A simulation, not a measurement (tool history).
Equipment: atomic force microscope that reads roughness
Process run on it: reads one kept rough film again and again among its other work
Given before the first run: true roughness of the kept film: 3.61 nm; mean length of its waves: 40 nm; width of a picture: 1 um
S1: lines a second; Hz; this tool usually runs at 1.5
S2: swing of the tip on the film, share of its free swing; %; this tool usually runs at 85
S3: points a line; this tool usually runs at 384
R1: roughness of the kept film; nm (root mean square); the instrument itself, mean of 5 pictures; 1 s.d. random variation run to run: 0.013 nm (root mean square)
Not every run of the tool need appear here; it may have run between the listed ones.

| run | hour | S1 | S2 | S3 | R1 |
|---|---|---|---|---|---|
| 1 | 0 | 1.5 | 85 | 384 | 2.936 |
| 2 | 10 | 1.5 | 85 | 674 | 2.954 |
| 3 | 30.3 | 1.05 | 85 | 384 | 2.959 |
| 4 | 42.4 | 1.05 | 85 | 384 | 2.947 |
| 5 | 62.3 | 1.05 | 85 | 384 | 2.936 |
| 6 | 74.6 | 1.05 | 85 | 384 | 2.935 |
| 7 | 91.2 | 1.05 | 85 | 384 | 2.895 |
| 8 | 109.1 | 1.5 | 85 | 384 | 2.81 |
| 9 | 119.8 | 0.55 | 85 | 384 | 2.947 |
| 10 | 134.7 | 0.55 | 85 | 767 | 2.913 |
| 11 | 149.8 | 1.5 | 85 | 673 | 2.742 |
| 12 | 159.6 | 1.85 | 85 | 673 | 2.686 |
| 13 | 171.2 | 1.85 | 85 | 673 | 2.677 |
| 14 | 191.4 | 1.5 | 85 | 384 | 2.668 |
| 15 | 201.1 | 1.5 | 70 | 384 | 2.787 |
| 16 | 210.5 | 1.5 | 70 | 384 | 2.775 |
|  | 218.7 | new tip fitted |
| 17 | 229.7 | 1.5 | 85 | 384 | 2.987 |
| 18 | 239 | 0.69 | 85 | 384 | 3.1 |
| 19 | 250.4 | 1.5 | 89 | 384 | 2.898 |
| 20 | 269.7 | 1.5 | 85 | 384 | 2.915 |
| 21 | 288 | 1.5 | 85 | 384 | 2.883 |
| 22 | 296.6 | 2.35 | 85 | 384 | 2.723 |
| 23 | 314.2 | 2.35 | 85 | 384 | 2.693 |
| 24 | 329.7 | 2.35 | 85 | 384 | 2.708 |
| 25 | 344.6 | 2.35 | 85 | 384 | 2.674 |
| 26 | 362 | 1.5 | 85 | 384 | 2.751 |
| 27 | 371.7 | 0.92 | 68 | 384 | 2.934 |
| 28 | 388.5 | 1.7 | 66 | 384 | 2.878 |
| 29 | 401.4 | 1.7 | 66 | 384 | 2.845 |
| 30 | 417.4 | 1.7 | 66 | 353 | 2.816 |
| 31 | 433.2 | 1.7 | 66 | 353 | 2.818 |
| 32 | 447.2 | 0.51 | 80 | 530 | 2.821 |
| 33 | 466.7 | 0.51 | 65 | 530 | 2.843 |
|  | 473.5 | new tip fitted |
| 34 | 477.4 | 2.78 | 72 | 271 | 2.982 |
| 35 | 487.5 | 1.5 | 87 | 989 | 2.974 |
| 36 | 497.8 | 3.36 | 85 | 902 | 2.73 |
| 37 | 513.2 | 3.36 | 85 | 902 | 2.665 |
| 38 | 521.6 | 2.58 | 79 | 820 | 2.867 |
| 39 | 538.8 | 0.78 | 70 | 668 | 3.099 |
| 40 | 558.8 | 0.78 | 70 | 668 | 3.074 |
| 41 | 572.6 | 1.5 | 60 | 709 | 3.031 |
| 42 | 588.9 | 3.33 | 85 | 611 | 2.577 |
| 43 | 601.1 | 0.81 | 76 | 503 | 2.963 |
| 44 | 610.3 | 0.81 | 76 | 503 | 2.951 |
| 45 | 619 | 0.81 | 76 | 503 | 2.976 |
| 46 | 629.7 | 0.52 | 76 | 503 | 2.967 |
| 47 | 644.1 | 2.5 | 85 | 384 | 2.603 |
| 48 | 657.8 | 2.5 | 85 | 384 | 2.595 |
| 49 | 666.4 | 2.5 | 56 | 417 | 2.879 |
| 50 | 680 | 1.75 | 56 | 681 | 2.9 |
| 51 | 692.9 | 1.75 | 56 | 681 | 2.86 |

Branching from run 51: 3 alternative next runs. What would each branch give?
| A | 709.9 | 1.5 | 57 | 384 | ? |
| B | 709.9 | 1.5 | 88 | 335 | ? |
| C | 709.9 | 1.57 | 84 | 770 | ? |

| run | R1 |
|---|---|
| A | 2.844 |
| B | 2.613 |
| C | 2.67 |
With no hidden state in the tool, these same runs would have given:
| run | R1 |
|---|---|
| A | 3.245 |
| B | 2.981 |
| C | 3.046 |
